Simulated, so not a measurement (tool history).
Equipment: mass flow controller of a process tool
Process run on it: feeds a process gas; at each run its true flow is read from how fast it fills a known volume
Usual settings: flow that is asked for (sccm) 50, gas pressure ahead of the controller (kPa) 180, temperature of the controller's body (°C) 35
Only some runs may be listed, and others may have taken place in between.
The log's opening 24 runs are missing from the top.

| run | hour | flow that is asked for (sccm) | gas pressure ahead of the controller (kPa) | temperature of the controller's body (°C) | true flow (%) |
|---|---|---|---|---|---|
| 25 | 5706.4 | 96 | 215 | 34 | 99.42 |
| 26 | 5909.7 | 11 | 215 | 20 | 98.6 |
| 27 | 6070.8 | 11 | 215 | 20 | 98.44 |
| 28 | 6300.6 | 46 | 176 | 35 | 99.12 |
| 29 | 6449.1 | 55 | 180 | 35 | 98.95 |
| 30 | 6658.7 | 54 | 201 | 23 | 98.68 |
| 31 | 6952.6 | 54 | 201 | 22 | 98.75 |
| 32 | 7275.9 | 14 | 244 | 32 | 99.07 |
| 33 | 7543.8 | 50 | 162 | 23 | 98.31 |

Predict each of these 3 candidate next runs independently; none follows another, all start after run 33:
| A | 7746.9 | 64 | 159 | 25 | ? |
| B | 7746.9 | 16 | 180 | 37 | ? |
| C | 7746.9 | 80 | 160 | 23 | ? |

| run | true flow (%) |
|---|---|
| A | 98.48 |
| B | 98.7 |
| C | 98.48 |
Had the tool no hidden state, the same runs would have come out as:
| run | true flow (%) |
|---|---|
| A | 99.53 |
| B | 99.77 |
| C | 99.53 |

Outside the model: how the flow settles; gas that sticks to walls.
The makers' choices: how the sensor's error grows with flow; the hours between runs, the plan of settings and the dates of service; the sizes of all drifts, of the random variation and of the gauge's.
